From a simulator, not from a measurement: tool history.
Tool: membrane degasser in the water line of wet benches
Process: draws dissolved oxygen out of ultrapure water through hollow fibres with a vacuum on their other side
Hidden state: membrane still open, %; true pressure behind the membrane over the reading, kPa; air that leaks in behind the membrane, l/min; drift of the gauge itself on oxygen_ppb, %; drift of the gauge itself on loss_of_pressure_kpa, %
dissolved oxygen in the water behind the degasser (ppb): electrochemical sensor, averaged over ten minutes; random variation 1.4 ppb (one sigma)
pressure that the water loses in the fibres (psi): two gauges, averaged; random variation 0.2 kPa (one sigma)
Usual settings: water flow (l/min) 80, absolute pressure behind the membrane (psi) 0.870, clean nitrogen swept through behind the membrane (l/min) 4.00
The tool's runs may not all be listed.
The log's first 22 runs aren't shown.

run,hour,water flow (l/min),absolute pressure behind the membrane (psi),clean nitrogen swept through behind the membrane (l/min),hours since the membrane was changed,hours since the vacuum gauge was calibrated,hours since the vacuum lines were made tight,dissolved oxygen in the water behind the degasser (ppb),pressure that the water loses in the fibres (psi)
23,3230.0,114,2.003,2.14,5925,2106,7739,1063.4,8.952
24,3327.2,114,2.003,2.14,6022,2204,7836,1067.2,9.026
25,3423.4,114,2.003,2.14,6118,2300,7932,1043.5,8.914
26,3505.4,114,0.657,2.14,6200,2382,8014,240.8,8.907
27,3637.7,100,0.870,5.18,6332,2514,8146,186.8,7.806
28,3734.2,80,0.969,4.00,6429,2611,8243,181.2,6.244
29,3923.9,69,0.906,9.93,6619,2800,8433,65.0,5.422
30,4040.7,69,0.906,9.93,6735,2917,8549,65.2,5.420

Forecast run 31:
31,4148.4,80,0.686,2.13,6843,3025,8657,?,?

Run 31 gave dissolved oxygen in the water behind the degasser (ppb) 155.7, pressure that the water loses in the fibres (psi) 6.295.
Without the tool's hidden state the same run would have given dissolved oxygen in the water behind the degasser (ppb) 138.2, pressure that the water loses in the fibres (psi) 6.116.

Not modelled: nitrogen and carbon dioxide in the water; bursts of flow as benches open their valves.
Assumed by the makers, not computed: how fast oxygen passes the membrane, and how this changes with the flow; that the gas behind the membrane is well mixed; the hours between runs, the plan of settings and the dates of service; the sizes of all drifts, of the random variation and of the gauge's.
